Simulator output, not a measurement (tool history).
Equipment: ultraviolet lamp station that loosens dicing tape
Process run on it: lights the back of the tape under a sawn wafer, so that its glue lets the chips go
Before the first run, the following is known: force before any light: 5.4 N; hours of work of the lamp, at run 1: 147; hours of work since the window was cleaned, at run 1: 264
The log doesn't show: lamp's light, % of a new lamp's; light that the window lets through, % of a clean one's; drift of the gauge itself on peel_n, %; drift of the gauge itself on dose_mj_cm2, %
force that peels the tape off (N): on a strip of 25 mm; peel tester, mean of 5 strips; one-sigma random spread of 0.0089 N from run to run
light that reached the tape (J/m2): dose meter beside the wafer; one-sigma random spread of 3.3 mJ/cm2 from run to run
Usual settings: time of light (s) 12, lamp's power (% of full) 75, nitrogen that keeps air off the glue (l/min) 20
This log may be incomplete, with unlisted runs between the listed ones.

run	day	time of light (s)	lamp's power (% of full)	nitrogen that keeps air off the glue (l/min)	hours of work of the lamp	hours of work since the window was cleaned	force that peels the tape off (N)	light that reached the tape (J/m2)
1	0	12	75	20	147	264	0.5	4750
2	0.371	12	75	8	153	270	0.947	4800
# day 0.567: window cleaned of glue's vapour
3	0.779	12	75	20	159	3	0.481	4550
4	0.988	20	75	20	162	7	0.196	7550
5	1.196	20	75	20	166	10	0.208	7600
6	1.446	20	75	20	170	14	0.198	7540
7	1.808	12	75	20	175	19	0.523	4590
# day 1.917: window cleaned of glue's vapour, once more
8	2.104	12	75	20	180	3	0.403	5080
9	2.425	12	75	20	185	8	0.414	5030
10	2.796	12	75	20	190	14	0.408	5010
11	3.033	12	75	20	194	18	0.413	5040
12	3.204	12	74	20	197	20	0.452	4940
13	3.471	8	81	20	201	24	0.801	3600
14	3.804	12	98	21	206	30	0.24	6580
15	4.179	20	83	20	212	36	0.162	9160
16	4.467	12	83	11	217	40	0.564	5550

Run 17 comes next. What will it give?
17	4.804	12	80	20	222	45	?	?

force that peels the tape off (N): 0.397
light that reached the tape (J/m2): 5280
The same run, on a tool lacking any hidden state, would have yielded force that peels the tape off (N) 0.339, light that reached the tape (J/m2) 5720.
